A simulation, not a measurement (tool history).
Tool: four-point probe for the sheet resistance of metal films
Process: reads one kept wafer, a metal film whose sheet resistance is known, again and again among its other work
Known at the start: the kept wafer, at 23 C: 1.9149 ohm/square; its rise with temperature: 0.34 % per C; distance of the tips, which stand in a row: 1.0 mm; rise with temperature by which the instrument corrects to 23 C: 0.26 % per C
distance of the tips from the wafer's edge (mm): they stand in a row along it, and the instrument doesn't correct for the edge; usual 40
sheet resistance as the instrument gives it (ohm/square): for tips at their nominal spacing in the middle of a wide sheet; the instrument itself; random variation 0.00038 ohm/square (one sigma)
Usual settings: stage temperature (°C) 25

run   hour  stage temperature (°C)  distance of the tips from the wafer's edge (mm)  sheet resistance as the instrument gives it (ohm/square)
  1    0.0                      25                                               40                                                  1.931139
  2   12.0                      25                                               40                                                  1.931061
  3   27.0                      25                                               40                                                  1.931470
  4   48.2                      25                                               40                                                  1.930947
  5   69.4                      33                                               40                                                  1.944276
  6   85.1                      33                                               40                                                  1.943447
  7  100.1                      28                                               40                                                  1.936439
  8  121.3                      21                                               40                                                  1.924558
  9  135.9                      21                                               40                                                  1.924683
 10  146.0                      27                                               40                                                  1.934116
 11  162.0                      27                                               40                                                  1.934847
 12  175.4                      27                                               40                                                  1.934895
 13  187.9                      25                                               59                                                  1.931284
 14  199.9                      25                                               59                                                  1.931217
 15  210.8                      25                                               40                                                  1.931569
 16  232.6                      25                                               40                                                  1.931868
 17  248.1                      25                                               40                                                  1.931489
 18  263.7                      25                                               40                                                  1.931068
 19  274.1                      25                                               40                                                  1.931667
 20  284.2                      25                                               40                                                  1.931462
 21  301.6                      25                                               40                                                  1.931666
 22  312.0                      25                                               40                                                  1.931739
 23  321.3                      19                                               41                                                  1.921752

The next listed run, before its measurement:
 24  337.8                      21                                               22                                                         ?

sheet resistance as the instrument gives it (ohm/square): 1.926363
Without the tool's hidden state the same run would have given sheet resistance as the instrument gives it (ohm/square) 1.913310.

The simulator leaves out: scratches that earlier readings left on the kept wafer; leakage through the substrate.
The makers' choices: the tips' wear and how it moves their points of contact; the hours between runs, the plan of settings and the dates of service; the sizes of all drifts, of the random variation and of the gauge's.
